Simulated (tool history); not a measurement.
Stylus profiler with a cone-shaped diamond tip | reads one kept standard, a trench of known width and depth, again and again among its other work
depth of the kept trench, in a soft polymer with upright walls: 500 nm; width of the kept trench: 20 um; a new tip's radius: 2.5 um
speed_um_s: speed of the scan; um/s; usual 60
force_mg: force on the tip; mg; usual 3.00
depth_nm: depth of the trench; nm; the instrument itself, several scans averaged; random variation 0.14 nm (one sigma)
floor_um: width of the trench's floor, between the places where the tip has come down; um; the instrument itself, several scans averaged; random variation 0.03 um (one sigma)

{"run": 1, "day": 0.0, "speed_um_s": 60, "force_mg": 3.0, "depth_nm": 509.01, "floor_um": 15.81}
{"run": 2, "day": 0.9, "speed_um_s": 60, "force_mg": 3.0, "depth_nm": 509.17, "floor_um": 15.83}
{"run": 3, "day": 2.129, "speed_um_s": 60, "force_mg": 5.63, "depth_nm": 513.52, "floor_um": 15.88}
{"run": 4, "day": 3.008, "speed_um_s": 60, "force_mg": 5.63, "depth_nm": 513.62, "floor_um": 15.83}
{"run": 5, "day": 3.846, "speed_um_s": 60, "force_mg": 3.0, "depth_nm": 509.32, "floor_um": 15.77}
{"run": 6, "day": 5.108, "speed_um_s": 60, "force_mg": 3.43, "depth_nm": 509.77, "floor_um": 15.71}
{"run": 7, "day": 6.371, "speed_um_s": 60, "force_mg": 3.43, "depth_nm": 509.93, "floor_um": 15.7}
{"run": 8, "day": 7.85, "speed_um_s": 60, "force_mg": 3.43, "depth_nm": 510.1, "floor_um": 15.73}
{"run": 9, "day": 9.242, "speed_um_s": 60, "force_mg": 3.43, "depth_nm": 510.13, "floor_um": 15.67}
{"run": 10, "day": 9.942, "speed_um_s": 60, "force_mg": 3.43, "depth_nm": 510.22, "floor_um": 15.63}
{"run": 11, "day": 10.812, "speed_um_s": 60, "force_mg": 3.43, "depth_nm": 510.01, "floor_um": 15.61}
{"run": 12, "day": 11.817, "speed_um_s": 60, "force_mg": 3.43, "depth_nm": 510.02, "floor_um": 15.6}
{"run": 13, "day": 12.638, "speed_um_s": 60, "force_mg": 3.43, "depth_nm": 510.23, "floor_um": 15.64}
{"run": 14, "day": 13.621, "speed_um_s": 60, "force_mg": 3.0, "depth_nm": 509.56, "floor_um": 15.57}
{"run": 15, "day": 14.958, "speed_um_s": 60, "force_mg": 3.0, "depth_nm": 509.56, "floor_um": 15.59}
{"run": 16, "day": 15.879, "speed_um_s": 60, "force_mg": 3.0, "depth_nm": 509.53, "floor_um": 15.57}
{"run": 17, "day": 17.383, "speed_um_s": 60, "force_mg": 3.0, "depth_nm": 508.25, "floor_um": 15.51}
{"run": 18, "day": 18.054, "speed_um_s": 60, "force_mg": 3.0, "depth_nm": 508.03, "floor_um": 15.48}
{"run": 19, "day": 19.292, "speed_um_s": 60, "force_mg": 3.0, "depth_nm": 508.24, "floor_um": 15.57}
{"run": 20, "day": 20.608, "speed_um_s": 60, "force_mg": 3.0, "depth_nm": 508.51, "floor_um": 15.47}
{"run": 21, "day": 21.738, "speed_um_s": 60, "force_mg": 3.0, "depth_nm": 508.35, "floor_um": 15.46}
{"run": 22, "day": 22.738, "speed_um_s": 60, "force_mg": 3.0, "depth_nm": 508.44, "floor_um": 15.46}
{"run": 23, "day": 23.95, "speed_um_s": 60, "force_mg": 3.0, "depth_nm": 508.18, "floor_um": 15.44}
{"run": 24, "day": 24.625, "speed_um_s": 38, "force_mg": 3.84, "depth_nm": 510.21, "floor_um": 15.55}
{"run": 25, "day": 25.25, "speed_um_s": 28, "force_mg": 3.36, "depth_nm": 509.06, "floor_um": 15.54}
{"run": 26, "day": 26.225, "speed_um_s": 60, "force_mg": 2.43, "depth_nm": 507.45, "floor_um": 15.36}
{"run": 27, "day": 27.3, "speed_um_s": 71, "force_mg": 2.98, "depth_nm": 508.3, "floor_um": 15.4}
{"run": 28, "day": 28.342, "speed_um_s": 178, "force_mg": 1.1, "depth_nm": 504.4, "floor_um": 14.33}
{"run": 29, "day": 28.954, "speed_um_s": 30, "force_mg": 2.01, "depth_nm": 506.45, "floor_um": 15.47}
{"run": 30, "day": 29.871, "speed_um_s": 60, "force_mg": 1.02, "depth_nm": 504.41, "floor_um": 15.19}
{"run": 31, "day": 30.683, "speed_um_s": 24, "force_mg": 6.59, "depth_nm": 514.26, "floor_um": 15.56}
{"run": 32, "day": 32.092, "speed_um_s": 29, "force_mg": 4.05, "depth_nm": 510.64, "floor_um": 15.44}
{"run": 33, "day": 32.779, "speed_um_s": 29, "force_mg": 4.05, "depth_nm": 510.17, "floor_um": 15.49}
{"run": 34, "day": 33.546, "speed_um_s": 89, "force_mg": 2.93, "depth_nm": 508.52, "floor_um": 15.13}
{"run": 35, "day": 34.538, "speed_um_s": 89, "force_mg": 2.93, "depth_nm": 508.46, "floor_um": 15.17}
{"run": 36, "day": 35.654, "speed_um_s": 23, "force_mg": 3.0, "depth_nm": 508.31, "floor_um": 15.43}
{"run": 37, "day": 36.396, "speed_um_s": 23, "force_mg": 3.0, "depth_nm": 508.61, "floor_um": 15.4}
{"run": 38, "day": 37.304, "speed_um_s": 102, "force_mg": 4.82, "depth_nm": 511.93, "floor_um": 15.17}
{"run": 39, "day": 38.446, "speed_um_s": 177, "force_mg": 7.38, "depth_nm": 515.59, "floor_um": 15.02}
{"run": 40, "day": 39.904, "speed_um_s": 177, "force_mg": 7.38, "depth_nm": 515.49, "floor_um": 15.02}
{"run": 41, "day": 41.004, "speed_um_s": 27, "force_mg": 2.91, "depth_nm": 508.54, "floor_um": 15.31}
{"run": 42, "day": 41.804, "speed_um_s": 33, "force_mg": 3.0, "depth_nm": 508.86, "floor_um": 15.29}
{"run": 43, "day": 43.096, "speed_um_s": 24, "force_mg": 2.97, "depth_nm": 508.74, "floor_um": 15.28}
{"run": 44, "day": 44.588, "speed_um_s": 206, "force_mg": 1.32, "depth_nm": 505.38, "floor_um": 14.09}
{"run": 45, "day": 45.708, "speed_um_s": 136, "force_mg": 8.68, "depth_nm": 517.3, "floor_um": 15.04}
{"run": 46, "day": 47.017, "speed_um_s": 57, "force_mg": 4.19, "depth_nm": 510.97, "floor_um": 15.14}

Taken out of this log: 1 entry between the listed runs. Where each belongs, and how the hidden state differs across it:
Between runs 16 and 17: height scale calibrated on a step standard (day 17.383)
  radius of the tip, um: 4.64 -> 4.7; height scale over the true one, %: 0.253 -> 0.009
  measured less the result without the state, depth_nm: +1.28 -> +0.04 nm; floor_um: -1.19 -> -1.22 um
